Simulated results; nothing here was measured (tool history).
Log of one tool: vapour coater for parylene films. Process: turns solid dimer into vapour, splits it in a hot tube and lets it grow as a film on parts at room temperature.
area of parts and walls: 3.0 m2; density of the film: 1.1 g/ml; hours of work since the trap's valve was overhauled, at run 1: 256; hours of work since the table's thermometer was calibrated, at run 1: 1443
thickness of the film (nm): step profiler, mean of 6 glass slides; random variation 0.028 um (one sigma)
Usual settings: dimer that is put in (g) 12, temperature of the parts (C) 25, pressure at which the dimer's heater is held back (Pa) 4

| run | hour | dimer that is put in (g) | temperature of the parts (C) | pressure at which the dimer's heater is held back (Pa) | hours of work since the trap's valve was overhauled | hours of work since the table's thermometer was calibrated | thickness of the film (nm) |
|---|---|---|---|---|---|---|---|
| 1 | 0 | 12 | 25 | 4 | 256 | 1443 | 2510 |
| 2 | 42.3 | 12 | 27 | 4 | 289 | 1475 | 2290 |
| 3 | 79.3 | 12 | 27 | 4 | 317 | 1504 | 2330 |
| 4 | 127.3 | 12 | 27 | 4 | 354 | 1540 | 2350 |
| 5 | 154.9 | 12 | 25 | 4 | 375 | 1561 | 2460 |
| 6 | 194.7 | 12 | 25 | 4 | 405 | 1592 | 2510 |
| 7 | 229.3 | 12 | 25 | 4 | 431 | 1618 | 2490 |
| 8 | 266 | 12 | 25 | 4 | 459 | 1646 | 2480 |
|  | 286.2 | trap's valve overhauled |
| 9 | 301.8 | 12 | 25 | 4 | 12 | 1670 | 2510 |
| 10 | 334.1 | 12 | 25 | 4 | 37 | 1695 | 2520 |
| 11 | 360.4 | 12 | 25 | 4 | 57 | 1715 | 2490 |
| 12 | 386.8 | 12 | 25 | 4 | 77 | 1735 | 2520 |
|  | 401.9 | table's thermometer calibrated |
| 13 | 428.2 | 19 | 25 | 4 | 108 | 20 | 3950 |
| 14 | 475 | 12 | 25 | 10.25 | 143 | 56 | 2320 |
| 15 | 517.9 | 12 | 25 | 6.73 | 176 | 89 | 2390 |
| 16 | 553.9 | 12 | 25 | 4 | 204 | 116 | 2500 |
| 17 | 598.1 | 12 | 25 | 4 | 237 | 150 | 2510 |
| 18 | 628.8 | 12 | 25 | 4 | 261 | 173 | 2510 |
| 19 | 659.3 | 12 | 25 | 4 | 284 | 197 | 2440 |
| 20 | 691.1 | 12 | 25 | 4 | 308 | 221 | 2510 |
| 21 | 727.3 | 12 | 25 | 4 | 336 | 248 | 2480 |
| 22 | 776.8 | 12 | 25 | 4 | 374 | 286 | 2460 |
| 23 | 820.5 | 12 | 25 | 4 | 407 | 320 | 2480 |
| 24 | 855.8 | 12 | 25 | 4 | 434 | 346 | 2500 |
| 25 | 892.3 | 6 | 28 | 4 | 462 | 374 | 1130 |
|  | 907.3 | trap's valve overhauled |
| 26 | 939.5 | 6 | 28 | 4 | 25 | 407 | 1100 |
| 27 | 960.9 | 12 | 21 | 9.35 | 41 | 424 | 2750 |
| 28 | 1009.4 | 7 | 23 | 5.58 | 78 | 461 | 1530 |
| 29 | 1059.8 | 7 | 23 | 2.03 | 116 | 499 | 1650 |
| 30 | 1082 | 12 | 21 | 7.19 | 133 | 516 | 2790 |
| 31 | 1129 | 12 | 21 | 7.19 | 169 | 552 | 2790 |
| 32 | 1161.3 | 12 | 21 | 7.19 | 194 | 577 | 2790 |
| 33 | 1211.8 | 12 | 31 | 5.21 | 232 | 615 | 1930 |
| 34 | 1251.9 | 12 | 31 | 5.21 | 263 | 646 | 1890 |
| 35 | 1276.6 | 7 | 29 | 5.21 | 282 | 665 | 1170 |
| 36 | 1303.7 | 9 | 24 | 11.04 | 303 | 685 | 1800 |
| 37 | 1328.8 | 9 | 24 | 11.04 | 322 | 705 | 1760 |
| 38 | 1356.9 | 16 | 25 | 2.15 | 343 | 726 | 3520 |
| 39 | 1388.1 | 16 | 25 | 2.15 | 367 | 750 | 3490 |
| 40 | 1431.2 | 12 | 19 | 2.36 | 400 | 783 | 3300 |
| 41 | 1469.2 | 11 | 37 | 4 | 429 | 812 | 1400 |
| 42 | 1507.8 | 6 | 18 | 4 | 458 | 841 | 1640 |
|  | 1529 | trap's valve overhauled |
| 43 | 1549.4 | 6 | 26 | 2.37 | 16 | 870 | 1250 |
| 44 | 1594.5 | 19 | 18 | 3.16 | 50 | 904 | 5290 |
| 45 | 1631.3 | 19 | 18 | 3.16 | 78 | 932 | 5250 |
| 46 | 1666.6 | 19 | 18 | 3.16 | 105 | 959 | 5290 |
| 47 | 1710.4 | 10 | 18 | 2.35 | 139 | 993 | 2870 |

3 ways to go on from here, each from the tool as it stands after run 47. What would each give?
| A | 1743 | 7 | 19 | 2.33 | 163 | 1018 | ? |
| B | 1743 | 11 | 18 | 2.2 | 163 | 1018 | ? |
| C | 1743 | 9 | 34 | 4 | 163 | 1018 | ? |

| run | thickness of the film (nm) |
|---|---|
| A | 1940 |
| B | 3150 |
| C | 1320 |
Without the tool's hidden state the same runs would have given:
| run | thickness of the film (nm) |
|---|---|
| A | 1940 |
| B | 3160 |
| C | 1320 |

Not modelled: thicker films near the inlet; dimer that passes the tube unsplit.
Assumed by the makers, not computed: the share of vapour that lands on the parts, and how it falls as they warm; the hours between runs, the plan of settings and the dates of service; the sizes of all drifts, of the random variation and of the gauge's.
